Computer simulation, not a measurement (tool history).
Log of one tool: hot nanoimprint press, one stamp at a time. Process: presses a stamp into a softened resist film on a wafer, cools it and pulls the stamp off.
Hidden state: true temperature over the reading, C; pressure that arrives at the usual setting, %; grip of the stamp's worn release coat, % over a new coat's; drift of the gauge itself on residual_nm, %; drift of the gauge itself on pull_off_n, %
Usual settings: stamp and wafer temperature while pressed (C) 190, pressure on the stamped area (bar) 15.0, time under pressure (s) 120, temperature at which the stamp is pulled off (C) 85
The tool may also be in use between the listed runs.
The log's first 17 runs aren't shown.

run	day	stamp and wafer temperature while pressed (C)	pressure on the stamped area (bar)	time under pressure (s)	temperature at which the stamp is pulled off (C)	hours of work since the thermocouple was calibrated	imprints on the stamp's release coat	hours of work since the press's seals were changed	resist left under the stamp's widest pad (Å)	greatest force while the stamp is pulled off (N)
18	5.771	190	21.5	120	85	376	1232	163	1587	140
19	6.058	189	19.0	120	77	381	1258	168	1720	163
20	6.375	178	19.0	158	71	387	1287	173	2287	164
21	6.729	190	15.0	140	79	393	1319	180	1789	153
# day 6.888: plate thermocouple calibrated
22	7.329	190	15.0	140	79	8	1362	188	1751	148
23	7.588	186	15.0	66	85	12	1386	193	2448	135
24	8.100	184	17.6	71	85	22	1433	202	2411	134
# day 8.554: plate thermocouple calibrated, once more
25	8.554	202	17.4	120	85	0	1463	208	1244	145
26	8.858	190	15.0	67	85	5	1491	213	2325	143
27	9.125	190	15.0	67	85	10	1515	218	2315	139
28	9.596	190	15.0	67	85	18	1558	226	2342	143

Forecast run 29:
29	9.825	190	15.0	67	85	22	1579	230	?	?

Run 29 gave resist left under the stamp's widest pad (Å) 2313, greatest force while the stamp is pulled off (N) 137.
Without the tool's hidden state the same run would have given resist left under the stamp's widest pad (Å) 2311, greatest force while the stamp is pulled off (N) 119.
